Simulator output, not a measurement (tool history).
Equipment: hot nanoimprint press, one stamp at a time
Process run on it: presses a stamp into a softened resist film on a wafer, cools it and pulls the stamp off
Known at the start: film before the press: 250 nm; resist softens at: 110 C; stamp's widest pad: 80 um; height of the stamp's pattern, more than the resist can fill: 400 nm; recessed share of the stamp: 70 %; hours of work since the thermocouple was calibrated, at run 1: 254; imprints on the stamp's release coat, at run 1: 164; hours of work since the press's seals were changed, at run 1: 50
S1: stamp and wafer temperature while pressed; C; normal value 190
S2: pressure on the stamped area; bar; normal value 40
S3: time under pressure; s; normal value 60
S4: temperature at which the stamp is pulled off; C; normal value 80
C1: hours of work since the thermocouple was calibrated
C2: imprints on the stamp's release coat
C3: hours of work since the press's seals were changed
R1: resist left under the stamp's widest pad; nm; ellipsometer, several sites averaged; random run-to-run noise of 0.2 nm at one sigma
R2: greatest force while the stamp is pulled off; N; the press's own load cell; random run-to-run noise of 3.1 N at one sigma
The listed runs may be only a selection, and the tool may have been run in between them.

{"run": 1, "hour": 0.0, "S1": 190, "S2": 40, "S3": 60, "S4": 80, "C1": 254, "C2": 164, "C3": 50, "R1": 114.5, "R2": 208}
{"run": 2, "hour": 12.8, "S1": 190, "S2": 40, "S3": 60, "S4": 69, "C1": 263, "C2": 224, "C3": 59, "R1": 114.4, "R2": 278}
{"run": 3, "hour": 29.5, "S1": 190, "S2": 40, "S3": 60, "S4": 69, "C1": 274, "C2": 304, "C3": 71, "R1": 114, "R2": 288}
{"run": 4, "hour": 45.3, "S1": 190, "S2": 40, "S3": 85, "S4": 80, "C1": 285, "C2": 378, "C3": 81, "R1": 99, "R2": 218}
{"run": 5, "hour": 60.0, "S1": 190, "S2": 40, "S3": 60, "S4": 80, "C1": 295, "C2": 447, "C3": 92, "R1": 114.2, "R2": 220}
{"run": 6, "hour": 81.1, "S1": 190, "S2": 40, "S3": 60, "S4": 80, "C1": 310, "C2": 547, "C3": 106, "R1": 113.6, "R2": 223}
{"run": 7, "hour": 99.9, "S1": 190, "S2": 40, "S3": 60, "S4": 80, "C1": 323, "C2": 636, "C3": 119, "R1": 113.4, "R2": 225}
{"run": 8, "hour": 115.7, "S1": 190, "S2": 40, "S3": 60, "S4": 80, "C1": 334, "C2": 710, "C3": 130, "R1": 113.6, "R2": 230}
{"run": 9, "hour": 129.7, "S1": 190, "S2": 40, "S3": 60, "S4": 80, "C1": 343, "C2": 776, "C3": 140, "R1": 113.7, "R2": 227}
{"run": 10, "hour": 148.2, "S1": 190, "S2": 40, "S3": 69, "S4": 80, "C1": 356, "C2": 864, "C3": 152, "R1": 107.1, "R2": 236}
{"run": 11, "hour": 161.4, "S1": 190, "S2": 40, "S3": 69, "S4": 80, "C1": 365, "C2": 926, "C3": 162, "R1": 107.6, "R2": 232}
{"run": 12, "hour": 179.3, "S1": 190, "S2": 40, "S3": 69, "S4": 80, "C1": 377, "C2": 1010, "C3": 174, "R1": 107.1, "R2": 242}
{"run": 13, "hour": 194.6, "S1": 190, "S2": 40, "S3": 69, "S4": 80, "C1": 388, "C2": 1082, "C3": 184, "R1": 106.8, "R2": 238}
{"run": 14, "hour": 207.2, "S1": 193, "S2": 40, "S3": 60, "S4": 80, "C1": 397, "C2": 1142, "C3": 193, "R1": 99.5, "R2": 241}
{"run": 15, "hour": 229.2, "S1": 190, "S2": 27.2, "S3": 60, "S4": 80, "C1": 412, "C2": 1246, "C3": 208, "R1": 131.3, "R2": 244}
{"run": 16, "hour": 240.1, "S1": 190, "S2": 40, "S3": 59, "S4": 80, "C1": 419, "C2": 1297, "C3": 216, "R1": 113.6, "R2": 242}
{"run": 17, "hour": 261.0, "S1": 190, "S2": 40, "S3": 59, "S4": 80, "C1": 434, "C2": 1396, "C3": 230, "R1": 113.7, "R2": 251}
{"hour": 276.4, "done": "stamp cleaned and given a new release coat"}
{"hour": 285.7, "done": "plate thermocouple calibrated"}
{"run": 18, "hour": 289.8, "S1": 190, "S2": 40, "S3": 59, "S4": 80, "C1": 3, "C2": 49, "C3": 244, "R1": 117.2, "R2": 210}
{"run": 19, "hour": 312.4, "S1": 190, "S2": 40, "S3": 59, "S4": 80, "C1": 18, "C2": 156, "C3": 259, "R1": 116.9, "R2": 213}
{"run": 20, "hour": 329.1, "S1": 190, "S2": 40, "S3": 37, "S4": 71, "C1": 30, "C2": 235, "C3": 271, "R1": 138.7, "R2": 271}
{"run": 21, "hour": 349.0, "S1": 190, "S2": 26.4, "S3": 45, "S4": 80, "C1": 44, "C2": 329, "C3": 285, "R1": 149.5, "R2": 213}
{"run": 22, "hour": 363.1, "S1": 187, "S2": 40, "S3": 40, "S4": 73, "C1": 53, "C2": 395, "C3": 294, "R1": 151.2, "R2": 264}
{"run": 23, "hour": 381.5, "S1": 187, "S2": 40, "S3": 34, "S4": 70, "C1": 66, "C2": 482, "C3": 307, "R1": 158.7, "R2": 286}

What does the tool deliver on the next run?
{"run": 24, "hour": 396.5, "S1": 197, "S2": 40, "S3": 73, "S4": 67, "C1": 76, "C2": 553, "C3": 317, "R1": "?", "R2": "?"}

Run 24 gave R1 78.7 nm, R2 314 N.
If the tool had no hidden condition, the same run with the same run-to-run variation would have returned R1 78.9 nm, R2 286 N.
